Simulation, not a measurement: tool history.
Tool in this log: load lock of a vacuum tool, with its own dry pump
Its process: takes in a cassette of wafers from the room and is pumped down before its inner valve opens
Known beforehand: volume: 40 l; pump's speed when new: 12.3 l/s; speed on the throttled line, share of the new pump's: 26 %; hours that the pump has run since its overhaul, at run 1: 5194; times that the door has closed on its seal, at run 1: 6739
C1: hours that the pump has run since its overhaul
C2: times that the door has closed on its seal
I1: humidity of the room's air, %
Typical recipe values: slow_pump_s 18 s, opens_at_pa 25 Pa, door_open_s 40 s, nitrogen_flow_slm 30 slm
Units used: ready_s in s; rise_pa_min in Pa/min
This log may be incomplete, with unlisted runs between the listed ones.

Run 1, hour 0.0: usual settings; C1 5194; C2 6739; I1 48.4. Result: ready_s 41.3 s, rise_pa_min 0.087 Pa/min.
Run 2, hour 296.4: usual settings; C1 5490; C2 8016; I1 44.0. Result: ready_s 41.4 s, rise_pa_min 0.087 Pa/min.
Run 3, hour 639.3: usual settings but nitrogen_flow_slm 13 slm; C1 5833; C2 9493; I1 47.3. Result: ready_s 41.2 s, rise_pa_min 0.114 Pa/min.
Run 4, hour 923.9: usual settings but nitrogen_flow_slm 8 slm; C1 6118; C2 10719; I1 47.5. Result: ready_s 42.0 s, rise_pa_min 0.131 Pa/min.
Run 5, hour 1392.0: usual settings; C1 6586; C2 12735; I1 47.1. Result: ready_s 41.8 s, rise_pa_min 0.136 Pa/min.
Run 6, hour 1630.5: usual settings; C1 6825; C2 13762; I1 48.5. Result: ready_s 41.4 s, rise_pa_min 0.147 Pa/min.
Run 7, hour 1837.8: usual settings but nitrogen_flow_slm 18 slm; C1 7032; C2 14655; I1 45.4. Result: ready_s 42.0 s, rise_pa_min 0.170 Pa/min.
Run 8, hour 2181.0: usual settings; C1 7375; C2 16133; I1 42.1. Result: ready_s 41.8 s, rise_pa_min 0.181 Pa/min.
Run 9, hour 2604.4: usual settings; C1 7798; C2 17957; I1 44.7. Result: ready_s 41.8 s, rise_pa_min 0.204 Pa/min.
Run 10, hour 2854.9: usual settings; C1 8049; C2 19035; I1 48.0. Result: ready_s 41.9 s, rise_pa_min 0.226 Pa/min.
Run 11, hour 3089.8: usual settings but nitrogen_flow_slm 6 slm; C1 8284; C2 20047; I1 48.0. Result: ready_s 41.9 s, rise_pa_min 0.256 Pa/min.
Run 12, hour 3392.2: usual settings but nitrogen_flow_slm 6 slm; C1 8586; C2 21349; I1 49.4. Result: ready_s 41.9 s, rise_pa_min 0.280 Pa/min.
Run 13, hour 3596.6: usual settings but nitrogen_flow_slm 6 slm; C1 8791; C2 22230; I1 46.7. Result: ready_s 42.2 s, rise_pa_min 0.288 Pa/min.
Run 14, hour 3869.4: usual settings but nitrogen_flow_slm 6 slm; C1 9063; C2 23405; I1 44.9. Result: ready_s 42.4 s, rise_pa_min 0.308 Pa/min.
Run 15, hour 4183.5: usual settings but nitrogen_flow_slm 10 slm; C1 9378; C2 24758; I1 46.0. Result: ready_s 42.1 s, rise_pa_min 0.327 Pa/min.
Run 16, hour 4633.3: usual settings but door_open_s 118 s; C1 9827; C2 26695; I1 43.6. Result: ready_s 42.5 s, rise_pa_min 0.369 Pa/min.
Run 17, hour 4977.4: usual settings but door_open_s 118 s; C1 10171; C2 28177; I1 47.5. Result: ready_s 42.3 s, rise_pa_min 0.406 Pa/min.
Run 18, hour 5373.3: usual settings; C1 10567; C2 29882; I1 47.4. Result: ready_s 42.5 s, rise_pa_min 0.439 Pa/min.
Run 19, hour 5635.4: usual settings; C1 10829; C2 31011; I1 47.2. Result: ready_s 42.3 s, rise_pa_min 0.441 Pa/min.
At hour 6006.4: door's seal changed, seat wiped.
Run 20, hour 6032.1: usual settings but slow_pump_s 15 s, opens_at_pa 24 Pa, nitrogen_flow_slm 13 slm; C1 11225; C2 110; I1 38.3. Result: ready_s 40.5 s, rise_pa_min 0.025 Pa/min.
Run 21, hour 6469.1: usual settings but slow_pump_s 26 s, opens_at_pa 23 Pa, door_open_s 35 s; C1 11662; C2 1992; I1 44.3. Result: ready_s 48.3 s, rise_pa_min 0.032 Pa/min.
Run 22, hour 6699.7: usual settings but slow_pump_s 26 s, opens_at_pa 23 Pa, door_open_s 35 s; C1 11892; C2 2985; I1 45.3. Result: ready_s 48.3 s, rise_pa_min 0.038 Pa/min.
Run 23, hour 7115.0: usual settings but opens_at_pa 23 Pa, door_open_s 148 s; C1 12307; C2 4774; I1 45.9. Result: ready_s 43.1 s, rise_pa_min 0.072 Pa/min.
Run 24, hour 7378.0: usual settings but opens_at_pa 23 Pa, door_open_s 148 s; C1 12571; C2 5907; I1 46.1. Result: ready_s 42.8 s, rise_pa_min 0.083 Pa/min.
Run 25, hour 7774.7: usual settings but opens_at_pa 22 Pa, nitrogen_flow_slm 21 slm; C1 12967; C2 7615; I1 45.8. Result: ready_s 43.3 s, rise_pa_min 0.080 Pa/min.
Run 26, hour 8053.4: usual settings but opens_at_pa 22 Pa, nitrogen_flow_slm 21 slm; C1 13246; C2 8816; I1 45.3. Result: ready_s 43.1 s, rise_pa_min 0.090 Pa/min.
Run 27, hour 8311.2: usual settings but opens_at_pa 35 Pa, door_open_s 165 s, nitrogen_flow_slm 10 slm; C1 13504; C2 9926; I1 44.7. Result: ready_s 41.7 s, rise_pa_min 0.148 Pa/min.
Run 28, hour 8666.1: usual settings but opens_at_pa 34 Pa; C1 13859; C2 11455; I1 46.7. Result: ready_s 41.9 s, rise_pa_min 0.110 Pa/min.
Run 29, hour 8880.2: usual settings but slow_pump_s 11 s, opens_at_pa 48 Pa, door_open_s 130 s, nitrogen_flow_slm 24 slm; C1 14073; C2 12377; I1 45.1. Result: ready_s 35.3 s, rise_pa_min 0.144 Pa/min.
Run 30, hour 9274.9: usual settings but slow_pump_s 11 s, opens_at_pa 48 Pa, door_open_s 130 s, nitrogen_flow_slm 24 slm; C1 14467; C2 14077; I1 44.5. Result: ready_s 35.7 s, rise_pa_min 0.166 Pa/min.
Run 31, hour 9484.9: usual settings but opens_at_pa 28 Pa, nitrogen_flow_slm 7 slm; C1 14677; C2 14981; I1 40.3. Result: ready_s 42.4 s, rise_pa_min 0.166 Pa/min.
Run 32, hour 9765.8: usual settings but nitrogen_flow_slm 5 slm; C1 14958; C2 16191; I1 42.8. Result: ready_s 43.3 s, rise_pa_min 0.181 Pa/min.
Run 33, hour 10131.7: usual settings but slow_pump_s 22 s, opens_at_pa 39 Pa, door_open_s 51 s, nitrogen_flow_slm 5 slm; C1 15324; C2 17767; I1 44.2. Result: ready_s 44.3 s, rise_pa_min 0.207 Pa/min.
Run 34, hour 10478.4: usual settings but slow_pump_s 22 s, opens_at_pa 39 Pa, door_open_s 51 s, nitrogen_flow_slm 5 slm; C1 15671; C2 19260; I1 41.2. Result: ready_s 44.5 s, rise_pa_min 0.233 Pa/min.
Run 35, hour 10714.7: usual settings but slow_pump_s 17 s, door_open_s 43 s; C1 15907; C2 20278; I1 43.6. Result: ready_s 42.8 s, rise_pa_min 0.234 Pa/min.
Run 36, hour 10922.4: usual settings but slow_pump_s 17 s, door_open_s 43 s; C1 16115; C2 21172; I1 44.9. Result: ready_s 42.7 s, rise_pa_min 0.255 Pa/min.
Run 37, hour 11118.6: usual settings but nitrogen_flow_slm 8 slm; C1 16311; C2 22017; I1 45.5. Result: ready_s 43.1 s, rise_pa_min 0.269 Pa/min.
Run 38, hour 11510.7: usual settings but door_open_s 108 s; C1 16703; C2 23706; I1 43.3. Result: ready_s 43.7 s, rise_pa_min 0.307 Pa/min.

Each row is a separate what-if for the run after 38, all from the same tool condition, not one after another. Results?
At hour 11674.0: dry pump taken out, an overhauled one fitted.
Run A, hour 11977.9: usual settings but opens_at_pa 32 Pa, door_open_s 108 s; C1 304; C2 25693; I1 47.0. Result: ready_s ?, rise_pa_min ?.
At hour 11674.0: dry pump taken out, an overhauled one fitted.
Run B, hour 11977.9: usual settings but slow_pump_s 9 s, opens_at_pa 44 Pa, door_open_s 59 s; C1 304; C2 25693; I1 44.7. Result: ready_s ?, rise_pa_min ?.
At hour 11674.0: dry pump taken out, an overhauled one fitted.
Run C, hour 11977.9: usual settings but slow_pump_s 17 s, door_open_s 30 s; C1 304; C2 25693; I1 42.8. Result: ready_s ?, rise_pa_min ?.

run  ready_s  rise_pa_min
  A     39.8        0.346
  B     31.7        0.328
  C     39.6        0.324
With no hidden state in the tool, these same runs would have given:
run  ready_s  rise_pa_min
  A     39.9        0.043
  B     31.8        0.030
  C     39.7        0.022
